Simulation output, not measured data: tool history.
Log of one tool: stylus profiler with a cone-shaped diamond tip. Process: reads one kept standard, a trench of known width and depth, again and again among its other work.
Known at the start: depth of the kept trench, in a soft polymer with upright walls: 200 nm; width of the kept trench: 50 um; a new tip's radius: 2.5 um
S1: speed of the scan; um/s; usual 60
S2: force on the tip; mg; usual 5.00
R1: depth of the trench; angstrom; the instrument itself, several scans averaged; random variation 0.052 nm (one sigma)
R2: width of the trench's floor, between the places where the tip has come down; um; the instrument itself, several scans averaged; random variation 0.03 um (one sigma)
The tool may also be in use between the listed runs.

run	day	S1	S2	R1	R2
1	0.000	60	5.00	2023.0	47.84
2	1.171	60	5.00	2022.5	47.86
3	1.900	60	5.00	2022.3	47.79
4	3.212	60	5.00	2021.8	47.73
5	4.304	60	5.72	2023.8	47.79
6	5.138	60	7.31	2027.9	47.82
7	6.008	60	7.31	2027.8	47.75
8	6.567	60	7.31	2028.1	47.79
9	7.579	20	5.00	2020.8	47.75
10	8.738	20	5.00	2020.6	47.77
11	9.558	60	5.00	2020.8	47.72
12	10.429	60	5.00	2022.0	47.66
13	11.779	60	5.00	2021.0	47.70
14	12.746	60	5.00	2020.7	47.66
15	13.817	60	5.00	2021.6	47.62
16	15.096	60	5.00	2021.1	47.68
17	15.979	60	5.00	2020.5	47.58
18	16.579	60	10.36	2034.5	47.60
19	17.408	60	10.36	2034.5	47.58
20	17.988	60	10.36	2035.2	47.64
21	18.729	60	10.36	2034.8	47.66
22	19.758	76	5.00	2019.1	47.55
23	20.662	217	5.00	2021.0	47.36
24	21.850	60	5.00	2020.1	47.57
25	22.808	38	7.00	2026.3	47.52
26	23.438	108	10.81	2035.6	47.54
27	24.083	30	4.62	2018.9	47.58
28	24.742	152	4.14	2017.3	47.37
29	25.621	152	4.14	2017.4	47.30
30	26.562	17	4.39	2019.5	47.58
31	27.729	57	1.80	2008.6	47.48
32	28.975	58	4.94	2019.6	47.42
33	29.925	60	6.21	2023.8	47.46
34	30.508	60	6.21	2022.9	47.46
35	31.804	72	2.25	2010.4	47.37
36	32.879	201	7.95	2027.6	47.26
37	33.650	159	8.13	2028.4	47.37
38	34.867	159	8.13	2027.8	47.30
39	35.679	163	4.50	2018.0	47.24
40	36.996	163	4.50	2018.8	47.22
41	38.346	115	4.05	2016.7	47.31
42	39.029	115	4.05	2016.4	47.23
43	39.838	60	5.94	2022.5	47.36
44	40.825	131	6.58	2024.9	47.29
45	41.458	131	6.58	2024.7	47.19
46	42.754	77	2.48	2012.5	47.27
47	43.883	50	7.04	2025.1	47.27

3 ways to go on from here, each from the tool as it stands after run 47. What would each give?
A	44.854	172	1.67	?	?
B	44.854	92	7.04	?	?
C	44.854	24	10.90	?	?

run	R1	R2
A	2007.6	46.99
B	2025.5	47.22
C	2034.7	47.26
Without the tool's hidden state the same runs would have given:
run	R1	R2
A	2010.3	47.68
B	2028.2	47.91
C	2037.5	47.95

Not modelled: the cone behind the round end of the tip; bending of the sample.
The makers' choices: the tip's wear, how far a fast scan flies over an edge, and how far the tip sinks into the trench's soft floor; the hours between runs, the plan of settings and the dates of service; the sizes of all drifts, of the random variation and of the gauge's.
